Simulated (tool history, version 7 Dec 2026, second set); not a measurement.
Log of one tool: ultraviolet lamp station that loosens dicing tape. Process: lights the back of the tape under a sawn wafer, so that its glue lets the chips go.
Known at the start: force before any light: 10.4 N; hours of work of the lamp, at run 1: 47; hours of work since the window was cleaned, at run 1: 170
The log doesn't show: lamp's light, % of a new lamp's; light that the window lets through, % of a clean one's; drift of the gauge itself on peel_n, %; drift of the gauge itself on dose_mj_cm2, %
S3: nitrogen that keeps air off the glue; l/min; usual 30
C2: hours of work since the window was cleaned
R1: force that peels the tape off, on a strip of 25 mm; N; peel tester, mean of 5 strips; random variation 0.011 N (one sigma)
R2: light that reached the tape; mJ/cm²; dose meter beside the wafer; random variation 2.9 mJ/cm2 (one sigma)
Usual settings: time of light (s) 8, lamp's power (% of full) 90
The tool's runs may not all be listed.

run 1 hour=0.0 | time_of_light_(s)=8 lamp's_power_(%_of_full)=90 S3=30 | hours_of_work_of_the_lamp=47 C2=170 | R1=0.623 R2=385
run 2 hour=47.8 | time_of_light_(s)=8 lamp's_power_(%_of_full)=90 S3=30 | hours_of_work_of_the_lamp=84 C2=206 | R1=0.651 R2=369
run 3 hour=100.9 | time_of_light_(s)=8 lamp's_power_(%_of_full)=90 S3=13 | hours_of_work_of_the_lamp=124 C2=247 | R1=1.360 R2=349
run 4 hour=167.8 | time_of_light_(s)=8 lamp's_power_(%_of_full)=90 S3=11 | hours_of_work_of_the_lamp=175 C2=298 | R1=1.662 R2=332
run 5 hour=198.6 | time_of_light_(s)=9 lamp's_power_(%_of_full)=90 S3=11 | hours_of_work_of_the_lamp=199 C2=321 | R1=1.447 R2=366
run 6 hour=226.9 | time_of_light_(s)=12 lamp's_power_(%_of_full)=90 S3=11 | hours_of_work_of_the_lamp=220 C2=343 | R1=0.817 R2=476
run 7 hour=269.9 | time_of_light_(s)=16 lamp's_power_(%_of_full)=90 S3=30 | hours_of_work_of_the_lamp=253 C2=376 | R1=0.182 R2=613
-- hour=295.0 window cleaned of glue's vapour
run 8 hour=311.0 | time_of_light_(s)=16 lamp's_power_(%_of_full)=90 S3=23 | hours_of_work_of_the_lamp=284 C2=12 | R1=0.179 R2=695
run 9 hour=362.1 | time_of_light_(s)=8 lamp's_power_(%_of_full)=90 S3=41 | hours_of_work_of_the_lamp=323 C2=51 | R1=0.704 R2=339
run 10 hour=409.9 | time_of_light_(s)=8 lamp's_power_(%_of_full)=90 S3=41 | hours_of_work_of_the_lamp=360 C2=88 | R1=0.733 R2=324
run 11 hour=454.1 | time_of_light_(s)=8 lamp's_power_(%_of_full)=100 S3=30 | hours_of_work_of_the_lamp=394 C2=121 | R1=0.737 R2=343
run 12 hour=507.0 | time_of_light_(s)=8 lamp's_power_(%_of_full)=82 S3=14 | hours_of_work_of_the_lamp=434 C2=162 | R1=2.084 R2=273
run 13 hour=562.0 | time_of_light_(s)=8 lamp's_power_(%_of_full)=65 S3=30 | hours_of_work_of_the_lamp=476 C2=204 | R1=2.159 R2=202
run 14 hour=616.5 | time_of_light_(s)=14 lamp's_power_(%_of_full)=60 S3=30 | hours_of_work_of_the_lamp=518 C2=246 | R1=0.955 R2=313
run 15 hour=660.2 | time_of_light_(s)=14 lamp's_power_(%_of_full)=60 S3=30 | hours_of_work_of_the_lamp=551 C2=279 | R1=1.069 R2=303
run 16 hour=688.5 | time_of_light_(s)=14 lamp's_power_(%_of_full)=60 S3=30 | hours_of_work_of_the_lamp=573 C2=301 | R1=1.153 R2=299
run 17 hour=727.8 | time_of_light_(s)=5 lamp's_power_(%_of_full)=74 S3=10 | hours_of_work_of_the_lamp=603 C2=330 | R1=5.194 R2=129
run 18 hour=779.6 | time_of_light_(s)=8 lamp's_power_(%_of_full)=74 S3=33 | hours_of_work_of_the_lamp=642 C2=370 | R1=2.384 R2=195
-- hour=808.7 window cleaned of glue's vapour
run 19 hour=818.1 | time_of_light_(s)=8 lamp's_power_(%_of_full)=92 S3=30 | hours_of_work_of_the_lamp=671 C2=7 | R1=1.266 R2=274

Measured less the same run without the tool's hidden state. The same run-to-run variation is in both; the gauge's scatter may not be:
run=1 R1=+0.138 R2=-39
run=2 R1=+0.188 R2=-52
run=3 R1=+0.418 R2=-68
run=4 R1=+0.592 R2=-86
run=5 R1=+0.598 R2=-106
run=6 R1=+0.409 R2=-153
run=7 R1=+0.067 R2=-227
run=8 R1=+0.042 R2=-141
run=9 R1=+0.306 R2=-85
run=10 R1=+0.354 R2=-97
run=11 R1=+0.390 R2=-119
run=12 R1=+0.975 R2=-113
run=13 R1=+1.116 R2=-98
run=14 R1=+0.640 R2=-175
run=15 R1=+0.745 R2=-188
run=16 R1=+0.815 R2=-196
run=17 R1=+1.960 R2=-90
run=18 R1=+1.627 R2=-155
run=19 R1=+0.837 R2=-158
